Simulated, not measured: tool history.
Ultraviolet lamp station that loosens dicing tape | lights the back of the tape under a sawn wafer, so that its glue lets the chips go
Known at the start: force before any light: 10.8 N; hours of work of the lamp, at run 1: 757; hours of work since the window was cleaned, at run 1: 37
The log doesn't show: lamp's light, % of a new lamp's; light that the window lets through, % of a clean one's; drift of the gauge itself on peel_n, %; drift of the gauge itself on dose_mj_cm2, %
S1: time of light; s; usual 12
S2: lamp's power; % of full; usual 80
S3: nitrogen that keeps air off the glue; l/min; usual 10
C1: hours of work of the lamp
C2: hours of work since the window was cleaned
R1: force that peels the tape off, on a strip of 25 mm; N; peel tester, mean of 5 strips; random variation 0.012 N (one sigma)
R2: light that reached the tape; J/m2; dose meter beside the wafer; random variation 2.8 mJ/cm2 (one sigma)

run,hour,S1,S2,S3,C1,C2,R1,R2
1,0.0,12,80,10,757,37,0.759,3350
2,44.9,12,80,10,779,59,0.806,3310
3,134.3,12,80,8,823,103,1.003,3270
4,204.8,12,80,8,857,137,1.041,3140
5,249.8,12,80,7,879,159,1.181,3190
6,292.0,12,80,7,900,180,1.195,3150
7,368.1,12,80,10,937,217,0.882,3100
8,450.0,12,80,10,978,258,0.921,3060
9,516.8,12,80,10,1010,290,0.969,3090
10,607.0,12,80,6,1055,335,1.478,2960
# hour 677.0: window cleaned of glue's vapour
11,697.5,12,80,6,1099,10,1.612,2930
12,782.6,12,80,6,1140,52,1.657,2830
13,871.4,12,80,3,1184,95,2.624,2780
14,929.0,16,80,10,1212,124,0.608,3690
15,977.7,12,80,10,1236,148,1.203,2700
16,1030.1,12,80,3,1262,173,2.640,2690
17,1085.6,12,80,3,1289,200,2.838,2680
18,1145.6,12,80,3,1318,230,2.824,2650
19,1217.0,8,86,4,1354,265,3.598,1870
# hour 1230.3: window cleaned of glue's vapour, once more
20,1278.1,12,98,5,1383,23,1.219,3550
21,1328.9,12,98,5,1408,48,1.265,3550
22,1399.8,12,63,7,1443,83,2.171,2270
23,1465.1,7,68,9,1475,115,3.541,1390
24,1530.2,12,94,17,1507,147,0.517,3260
25,1595.9,14,69,10,1539,179,1.182,2730
26,1646.2,12,80,5,1564,204,2.060,2730
27,1741.2,22,87,16,1610,251,0.196,5310
28,1781.7,12,80,16,1630,270,0.916,2630
29,1855.1,12,80,16,1666,307,0.967,2610
30,1918.3,12,80,16,1697,337,0.999,2570
# hour 1977.5: window cleaned of glue's vapour
31,1997.4,12,80,16,1736,10,0.944,2700
32,2056.4,12,80,16,1765,39,0.908,2640

4 ways to go on from here, each from the tool as it stands after run 32. What would each give?
A,2115.2,17,80,3,1794,68,?,?
B,2115.2,22,77,5,1794,68,?,?
C,2115.2,12,80,10,1794,68,?,?
D,2115.2,12,87,4,1794,68,?,?

run,R1,R2
A,1.666,3670
B,0.696,4660
C,1.304,2570
D,2.117,2840
Without the tool's hidden state the same runs would have given:
run,R1,R2
A,0.734,5490
B,0.275,6940
C,0.539,3860
D,1.015,4250
